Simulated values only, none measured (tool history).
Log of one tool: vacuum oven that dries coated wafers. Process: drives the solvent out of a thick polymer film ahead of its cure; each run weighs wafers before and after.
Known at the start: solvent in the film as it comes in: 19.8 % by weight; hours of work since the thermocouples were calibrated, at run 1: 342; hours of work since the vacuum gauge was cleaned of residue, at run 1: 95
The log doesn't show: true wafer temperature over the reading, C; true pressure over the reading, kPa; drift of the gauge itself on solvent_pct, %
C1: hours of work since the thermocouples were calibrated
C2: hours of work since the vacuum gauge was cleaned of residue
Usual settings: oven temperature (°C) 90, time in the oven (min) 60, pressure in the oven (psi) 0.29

Run 1, day 0: usual settings; C1 342; C2 95. Result: solvent left in the film (%) 5.04.
Run 2, day 0.825: usual settings; C1 358; C2 110. Result: solvent left in the film (%) 5.12.
Run 3, day 1.779: usual settings; C1 376; C2 128. Result: solvent left in the film (%) 4.96.
Run 4, day 2.442: usual settings but pressure in the oven (psi) 0.489; C1 388; C2 141. Result: solvent left in the film (%) 8.17.
Run 5, day 3.375: usual settings but oven temperature (°C) 82, pressure in the oven (psi) 0.489; C1 406; C2 158. Result: solvent left in the film (%) 11.51.
Run 6, day 4.229: usual settings but oven temperature (°C) 82, pressure in the oven (psi) 0.489; C1 422; C2 174. Result: solvent left in the film (%) 11.5.
Run 7, day 4.642: usual settings but oven temperature (°C) 82, pressure in the oven (psi) 0.489; C1 429; C2 182. Result: solvent left in the film (%) 11.48.
Run 8, day 5.358: usual settings but oven temperature (°C) 82, pressure in the oven (psi) 0.489; C1 443; C2 195. Result: solvent left in the film (%) 11.68.
Run 9, day 6.267: usual settings but pressure in the oven (psi) 0.625; C1 460; C2 212. Result: solvent left in the film (%) 10.22.
Run 10, day 7.05: usual settings but pressure in the oven (psi) 0.296; C1 475; C2 227. Result: solvent left in the film (%) 5.21.
Run 11, day 7.6: usual settings but pressure in the oven (psi) 0.296; C1 485; C2 237. Result: solvent left in the film (%) 5.13.
Run 12, day 8.275: usual settings but oven temperature (°C) 95, time in the oven (min) 39, pressure in the oven (psi) 0.271; C1 498; C2 250. Result: solvent left in the film (%) 4.31.
Run 13, day 9.254: usual settings but oven temperature (°C) 92, time in the oven (min) 96; C1 516; C2 269. Result: solvent left in the film (%) 4.36.
Run 14, day 9.962: usual settings but oven temperature (°C) 75, time in the oven (min) 79; C1 529; C2 282. Result: solvent left in the film (%) 10.08.
Run 15, day 10.462: usual settings but oven temperature (°C) 89, time in the oven (min) 39; C1 539; C2 291. Result: solvent left in the film (%) 6.53.
Run 16, day 11.242: usual settings but oven temperature (°C) 103, pressure in the oven (psi) 0.396; C1 553; C2 306. Result: solvent left in the film (%) 3.8.
Run 17, day 12.112: usual settings but oven temperature (°C) 103, pressure in the oven (psi) 0.396; C1 570; C2 322. Result: solvent left in the film (%) 3.97.
Run 18, day 12.875: usual settings but time in the oven (min) 94, pressure in the oven (psi) 0.78; C1 584; C2 337. Result: solvent left in the film (%) 12.28.
Run 19, day 13.633: usual settings but time in the oven (min) 94, pressure in the oven (psi) 0.78; C1 598; C2 351. Result: solvent left in the film (%) 12.37.
Run 20, day 14.379: usual settings but time in the oven (min) 94, pressure in the oven (psi) 0.78; C1 612; C2 365. Result: solvent left in the film (%) 12.27.

Forecast each of these 4 alternatives for the next run:
Run A, day 15.017: usual settings but time in the oven (min) 75, pressure in the oven (psi) 0.78; C1 624; C2 377. Result: solvent left in the film (%) ?.
Run B, day 15.017: usual settings but oven temperature (°C) 88, time in the oven (min) 83; C1 624; C2 377. Result: solvent left in the film (%) ?.
Run C, day 15.017: usual settings but oven temperature (°C) 105, time in the oven (min) 71, pressure in the oven (psi) 0.231; C1 624; C2 377. Result: solvent left in the film (%) ?.
Run D, day 15.017: usual settings but oven temperature (°C) 100, time in the oven (min) 35, pressure in the oven (psi) 0.45; C1 624; C2 377. Result: solvent left in the film (%) ?.

run  solvent left in the film (%)
  A                         12.58
  B                          5.15
  C                          2.15
  D                          5.25
Without the tool's hidden state the same runs would have given:
run  solvent left in the film (%)
  A                         12.57
  B                          5.15
  C                          2.14
  D                          5.24

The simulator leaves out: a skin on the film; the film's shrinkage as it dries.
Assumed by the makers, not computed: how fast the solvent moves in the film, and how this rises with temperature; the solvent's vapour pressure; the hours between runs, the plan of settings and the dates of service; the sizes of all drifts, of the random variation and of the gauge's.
